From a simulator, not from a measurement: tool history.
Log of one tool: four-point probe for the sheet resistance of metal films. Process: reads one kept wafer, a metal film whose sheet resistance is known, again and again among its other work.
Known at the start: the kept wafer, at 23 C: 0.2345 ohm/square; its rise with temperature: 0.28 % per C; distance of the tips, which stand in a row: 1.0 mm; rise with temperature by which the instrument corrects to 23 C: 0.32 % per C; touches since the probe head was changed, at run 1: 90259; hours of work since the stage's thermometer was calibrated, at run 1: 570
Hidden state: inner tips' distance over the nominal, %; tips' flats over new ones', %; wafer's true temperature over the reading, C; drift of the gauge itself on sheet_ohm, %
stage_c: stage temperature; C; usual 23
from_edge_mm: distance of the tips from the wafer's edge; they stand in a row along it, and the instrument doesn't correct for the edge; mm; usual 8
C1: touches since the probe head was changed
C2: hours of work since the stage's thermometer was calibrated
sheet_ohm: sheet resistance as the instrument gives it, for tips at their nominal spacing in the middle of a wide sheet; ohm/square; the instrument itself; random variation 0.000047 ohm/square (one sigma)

Run 1, hour 0: usual settings; C1 90259; C2 570. Result: sheet_ohm 0.236474 ohm/square.
Run 2, hour 104.3: usual settings; C1 93015; C2 642. Result: sheet_ohm 0.23645 ohm/square.
Run 3, hour 229: usual settings; C1 96311; C2 728. Result: sheet_ohm 0.23635 ohm/square.
Run 4, hour 372.4: usual settings; C1 100100; C2 826. Result: sheet_ohm 0.236442 ohm/square.
Run 5, hour 471.1: usual settings; C1 102708; C2 894. Result: sheet_ohm 0.236511 ohm/square.
Run 6, hour 610.3: usual settings but stage_c 24 C; C1 106386; C2 990. Result: sheet_ohm 0.236328 ohm/square.
Run 7, hour 700.9: usual settings but stage_c 24 C; C1 108779; C2 1052. Result: sheet_ohm 0.23629 ohm/square.
Run 8, hour 766.6: usual settings but stage_c 24 C; C1 110514; C2 1097. Result: sheet_ohm 0.236415 ohm/square.
Run 9, hour 849.1: usual settings but stage_c 24 C; C1 112694; C2 1154. Result: sheet_ohm 0.236355 ohm/square.
Run 10, hour 938.6: usual settings but stage_c 24 C; C1 115060; C2 1215. Result: sheet_ohm 0.236362 ohm/square.
At hour 986.5: stage's thermometer calibrated.
Run 11, hour 1030.7: usual settings but stage_c 22 C, from_edge_mm 7 mm; C1 117480; C2 30. Result: sheet_ohm 0.237277 ohm/square.
Run 12, hour 1168.2: usual settings but stage_c 33 C, from_edge_mm 49 mm; C1 121115; C2 125. Result: sheet_ohm 0.233565 ohm/square.
Run 13, hour 1304: usual settings but stage_c 33 C, from_edge_mm 49 mm; C1 124701; C2 218. Result: sheet_ohm 0.233439 ohm/square.
Run 14, hour 1446.8: usual settings but from_edge_mm 62 mm; C1 128476; C2 317. Result: sheet_ohm 0.234651 ohm/square.
Run 15, hour 1576.5: usual settings but stage_c 24 C; C1 131904; C2 406. Result: sheet_ohm 0.236257 ohm/square.
Run 16, hour 1673.4: usual settings but stage_c 24 C, from_edge_mm 18 mm; C1 134463; C2 472. Result: sheet_ohm 0.234815 ohm/square.
Run 17, hour 1740.6: usual settings but stage_c 24 C, from_edge_mm 18 mm; C1 136240; C2 519. Result: sheet_ohm 0.234713 ohm/square.
Run 18, hour 1835.4: usual settings but stage_c 21 C, from_edge_mm 15 mm; C1 138743; C2 584. Result: sheet_ohm 0.235278 ohm/square.

5 ways to go on from here, each from the tool as it stands after run 18. What would each give?
Run A, hour 1963.2: usual settings but stage_c 24 C, from_edge_mm 15 mm; C1 142120; C2 672. Result: sheet_ohm ?.
Run B, hour 1963.2: usual settings but stage_c 22 C, from_edge_mm 4 mm; C1 142120; C2 672. Result: sheet_ohm ?.
Run C, hour 1963.2: usual settings but stage_c 19 C, from_edge_mm 13 mm; C1 142120; C2 672. Result: sheet_ohm ?.
Run D, hour 1963.2: usual settings but stage_c 33 C, from_edge_mm 15 mm; C1 142120; C2 672. Result: sheet_ohm ?.
Run E, hour 1963.2: usual settings but stage_c 31 C, from_edge_mm 16 mm; C1 142120; C2 672. Result: sheet_ohm ?.

run  sheet_ohm
  A   0.235072
  B   0.242263
  C   0.235726
  D   0.234037
  E   0.234213
Without the tool's hidden state the same runs would have given:
run  sheet_ohm
  A   0.235076
  B   0.242268
  C   0.235731
  D   0.234042
  E   0.234217

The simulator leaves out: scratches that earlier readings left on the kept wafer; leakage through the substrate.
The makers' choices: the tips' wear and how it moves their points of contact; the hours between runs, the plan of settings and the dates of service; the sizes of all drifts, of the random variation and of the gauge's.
